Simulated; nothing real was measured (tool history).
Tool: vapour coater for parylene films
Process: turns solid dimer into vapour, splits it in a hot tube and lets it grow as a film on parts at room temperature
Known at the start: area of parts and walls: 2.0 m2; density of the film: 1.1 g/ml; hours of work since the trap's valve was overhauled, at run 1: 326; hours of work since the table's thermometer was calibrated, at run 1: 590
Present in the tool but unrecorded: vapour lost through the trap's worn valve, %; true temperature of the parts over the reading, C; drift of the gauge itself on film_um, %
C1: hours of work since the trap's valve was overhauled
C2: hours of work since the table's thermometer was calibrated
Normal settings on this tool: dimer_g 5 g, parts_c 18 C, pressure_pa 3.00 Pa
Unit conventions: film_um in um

Run 1, hour 0.0: usual settings; C1 326; C2 590. Result: film_um 1.809 um.
Run 2, hour 16.4: usual settings; C1 336; C2 600. Result: film_um 1.803 um.
Run 3, hour 34.0: usual settings; C1 347; C2 610. Result: film_um 1.799 um.
Run 4, hour 48.4: usual settings; C1 355; C2 619. Result: film_um 1.810 um.
Run 5, hour 69.9: usual settings but parts_c 15 C; C1 368; C2 632. Result: film_um 1.961 um.
Run 6, hour 91.0: usual settings but parts_c 15 C; C1 381; C2 644. Result: film_um 1.965 um.
Run 7, hour 103.9: usual settings but parts_c 15 C; C1 389; C2 652. Result: film_um 1.956 um.
At hour 121.9: trap's valve overhauled.
Run 8, hour 124.3: usual settings but parts_c 15 C; C1 1; C2 662. Result: film_um 1.788 um.
Run 9, hour 148.1: usual settings but parts_c 15 C; C1 16; C2 676. Result: film_um 1.791 um.
Run 10, hour 162.0: usual settings; C1 24; C2 684. Result: film_um 1.636 um.
Run 11, hour 177.6: usual settings; C1 33; C2 694. Result: film_um 1.622 um.
Run 12, hour 189.9: usual settings but dimer_g 2 g, parts_c 29 C, pressure_pa 5.35 Pa; C1 41; C2 701. Result: film_um 0.428 um.
Run 13, hour 206.6: usual settings but dimer_g 4 g, parts_c 28 C, pressure_pa 6.20 Pa; C1 51; C2 711. Result: film_um 0.860 um.
Run 14, hour 225.0: usual settings but parts_c 14 C; C1 62; C2 722. Result: film_um 1.814 um.
At hour 230.3: trap's valve overhauled, once more.
Run 15, hour 239.7: usual settings but parts_c 14 C; C1 6; C2 729. Result: film_um 2.215 um.
Run 16, hour 264.2: usual settings but parts_c 14 C; C1 20; C2 743. Result: film_um 2.211 um.
Run 17, hour 284.2: usual settings but parts_c 13 C; C1 32; C2 755. Result: film_um 2.195 um.
Run 18, hour 297.3: usual settings but parts_c 13 C; C1 40; C2 763. Result: film_um 2.197 um.
Run 19, hour 311.6: usual settings but parts_c 13 C; C1 49; C2 772. Result: film_um 2.196 um.
Run 20, hour 328.6: usual settings but pressure_pa 2.86 Pa; C1 59; C2 782. Result: film_um 1.975 um.
Run 21, hour 339.6: usual settings but dimer_g 8 g, parts_c 23 C, pressure_pa 6.07 Pa; C1 65; C2 788. Result: film_um 2.401 um.

Difference, measured minus no-hidden-state, one row per run. Run-to-run variation is common to both terms; the gauge's own scatter need not be:
run  film_um
  1   -0.116
  2   -0.120
  3   -0.123
  4   -0.128
  5   -0.146
  6   -0.151
  7   -0.155
  8   -0.310
  9   -0.317
 10   -0.295
 11   -0.299
 12   -0.079
 13   -0.161
 14   -0.363
 15   +0.045
 16   +0.038
 17   -0.027
 18   -0.032
 19   -0.037
 20   +0.032
 21   +0.035

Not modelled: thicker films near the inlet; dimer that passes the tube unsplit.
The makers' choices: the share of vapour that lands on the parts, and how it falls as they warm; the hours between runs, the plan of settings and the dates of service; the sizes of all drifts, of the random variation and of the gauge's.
